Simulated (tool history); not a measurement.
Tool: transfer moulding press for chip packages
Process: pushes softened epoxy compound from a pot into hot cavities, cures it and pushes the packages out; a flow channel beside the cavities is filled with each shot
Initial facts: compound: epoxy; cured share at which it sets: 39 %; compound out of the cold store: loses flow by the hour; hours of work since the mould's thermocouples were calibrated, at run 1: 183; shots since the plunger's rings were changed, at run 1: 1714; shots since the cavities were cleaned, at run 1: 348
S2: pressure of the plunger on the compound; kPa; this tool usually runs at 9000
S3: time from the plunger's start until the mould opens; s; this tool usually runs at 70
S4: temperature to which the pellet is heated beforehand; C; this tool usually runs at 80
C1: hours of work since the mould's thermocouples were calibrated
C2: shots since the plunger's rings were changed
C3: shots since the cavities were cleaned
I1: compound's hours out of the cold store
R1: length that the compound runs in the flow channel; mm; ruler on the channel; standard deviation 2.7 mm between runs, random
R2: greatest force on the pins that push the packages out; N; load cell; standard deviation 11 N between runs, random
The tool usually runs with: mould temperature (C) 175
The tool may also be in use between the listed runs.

run 1 day=0.000 | mould_temperature_(C)=175 S2=9000 S3=70 S4=80 | C1=183 C2=1714 C3=348 | I1=25.9 | R1=706 R2=520
-- day=1.550 cavities cleaned with cleaning compound and waxed
run 2 day=1.721 | mould_temperature_(C)=175 S2=9000 S3=52 S4=80 | C1=201 C2=2109 C3=40 | I1=18.6 | R1=730 R2=1115
run 3 day=2.721 | mould_temperature_(C)=175 S2=8380 S3=70 S4=80 | C1=212 C2=2347 C3=278 | I1=24.7 | R1=684 R2=545
run 4 day=3.925 | mould_temperature_(C)=175 S2=9000 S3=70 S4=80 | C1=225 C2=2634 C3=565 | I1=32.9 | R1=688 R2=528
-- day=4.558 cavities cleaned with cleaning compound and waxed
run 5 day=5.475 | mould_temperature_(C)=175 S2=9000 S3=70 S4=80 | C1=242 C2=2989 C3=219 | I1=32.8 | R1=687 R2=521
-- day=7.200 plunger's sealing rings changed
-- day=7.617 cavities cleaned with cleaning compound and waxed
run 6 day=7.742 | mould_temperature_(C)=175 S2=9000 S3=70 S4=80 | C1=265 C2=114 C3=29 | I1=21.9 | R1=717 R2=525
run 7 day=8.850 | mould_temperature_(C)=175 S2=9000 S3=70 S4=80 | C1=277 C2=379 C3=294 | I1=24.4 | R1=706 R2=535
-- day=10.621 cavities cleaned with cleaning compound and waxed
run 8 day=10.671 | mould_temperature_(C)=175 S2=9000 S3=70 S4=80 | C1=297 C2=797 C3=12 | I1=42.8 | R1=662 R2=504
run 9 day=12.692 | mould_temperature_(C)=173 S2=9000 S3=70 S4=80 | C1=319 C2=1279 C3=494 | I1=45.2 | R1=659 R2=592
-- day=13.567 cavities cleaned with cleaning compound and waxed
run 10 day=14.212 | mould_temperature_(C)=173 S2=9000 S3=70 S4=80 | C1=335 C2=1626 C3=153 | I1=17.6 | R1=732 R2=662
run 11 day=15.238 | mould_temperature_(C)=175 S2=7300 S3=70 S4=80 | C1=346 C2=1871 C3=398 | I1=44.8 | R1=595 R2=505
-- day=16.588 cavities cleaned with cleaning compound and waxed
run 12 day=17.058 | mould_temperature_(C)=175 S2=9000 S3=70 S4=80 | C1=366 C2=2289 C3=112 | I1=46.1 | R1=657 R2=500
run 13 day=18.550 | mould_temperature_(C)=175 S2=9000 S3=70 S4=80 | C1=382 C2=2645 C3=468 | I1=33.8 | R1=682 R2=544
-- day=19.588 cavities cleaned with cleaning compound and waxed
run 14 day=20.233 | mould_temperature_(C)=167 S2=10870 S3=84 S4=70 | C1=400 C2=3032 C3=154 | I1=10.9 | R1=860 R2=708
run 15 day=21.446 | mould_temperature_(C)=177 S2=10870 S3=95 S4=74 | C1=414 C2=3321 C3=443 | I1=22.8 | R1=779 R2=341
-- day=21.862 plunger's sealing rings changed
-- day=22.517 mould's thermocouples calibrated
-- day=22.729 cavities cleaned with cleaning compound and waxed
run 16 day=23.654 | mould_temperature_(C)=175 S2=9000 S3=64 S4=79 | C1=12 C2=391 C3=220 | I1=45.3 | R1=652 R2=638
-- day=25.762 cavities cleaned with cleaning compound and waxed
run 17 day=26.033 | mould_temperature_(C)=175 S2=7140 S3=68 S4=81 | C1=37 C2=943 C3=64 | I1=19.6 | R1=647 R2=560
run 18 day=27.467 | mould_temperature_(C)=175 S2=9000 S3=62 S4=80 | C1=53 C2=1286 C3=407 | I1=20.1 | R1=719 R2=720
run 19 day=28.454 | mould_temperature_(C)=175 S2=9910 S3=85 S4=80 | C1=64 C2=1520 C3=641 | I1=9.2 | R1=788 R2=395
-- day=28.729 cavities cleaned with cleaning compound and waxed
run 20 day=30.671 | mould_temperature_(C)=175 S2=7920 S3=70 S4=81 | C1=88 C2=2034 C3=463 | I1=39.9 | R1=627 R2=506
-- day=31.688 cavities cleaned with cleaning compound and waxed
run 21 day=32.621 | mould_temperature_(C)=174 S2=10220 S3=106 S4=75 | C1=109 C2=2484 C3=223 | I1=23.3 | R1=756 R2=316
run 22 day=34.192 | mould_temperature_(C)=174 S2=10220 S3=106 S4=70 | C1=126 C2=2858 C3=597 | I1=35.6 | R1=731 R2=330
-- day=34.625 cavities cleaned with cleaning compound and waxed
run 23 day=35.525 | mould_temperature_(C)=174 S2=10220 S3=106 S4=70 | C1=140 C2=3161 C3=215 | I1=13.6 | R1=788 R2=323
-- day=36.512 plunger's sealing rings changed
-- day=37.850 cavities cleaned with cleaning compound and waxed
run 24 day=38.088 | mould_temperature_(C)=183 S2=10220 S3=87 S4=70 | C1=167 C2=361 C3=57 | I1=13.3 | R1=759 R2=327
run 25 day=39.975 | mould_temperature_(C)=183 S2=10220 S3=87 S4=70 | C1=188 C2=811 C3=507 | I1=9.9 | R1=771 R2=323
-- day=40.788 cavities cleaned with cleaning compound and waxed
run 26 day=41.217 | mould_temperature_(C)=174 S2=10510 S3=51 S4=90 | C1=201 C2=1091 C3=102 | I1=44.5 | R1=713 R2=1100

5 options for the next run, each taken on its own from the tool as it stands now. Forecast them:
run A day=42.717 | mould_temperature_(C)=170 S2=10510 S3=57 S4=90 | C1=217 C2=1449 C3=460 | I1=11.4 | R1=? R2=?
run B day=42.717 | mould_temperature_(C)=167 S2=10370 S3=51 S4=89 | C1=217 C2=1449 C3=460 | I1=29.9 | R1=? R2=?
run C day=42.717 | mould_temperature_(C)=176 S2=8510 S3=51 S4=88 | C1=217 C2=1449 C3=460 | I1=22.3 | R1=? R2=?
run D day=42.717 | mould_temperature_(C)=175 S2=9000 S3=70 S4=90 | C1=217 C2=1449 C3=460 | I1=25.0 | R1=? R2=?
run E day=42.717 | mould_temperature_(C)=174 S2=7550 S3=66 S4=84 | C1=217 C2=1449 C3=460 | I1=27.4 | R1=? R2=?

run=A R1=824 R2=1223
run=B R1=778 R2=1556
run=C R1=693 R2=1020
run=D R1=704 R2=501
run=E R1=646 R2=642
Take away the tool's hidden state, keep each run's random variation, and the runs would have read:
run=A R1=824 R2=1210
run=B R1=778 R2=1540
run=C R1=693 R2=1008
run=D R1=704 R2=496
run=E R1=646 R2=635
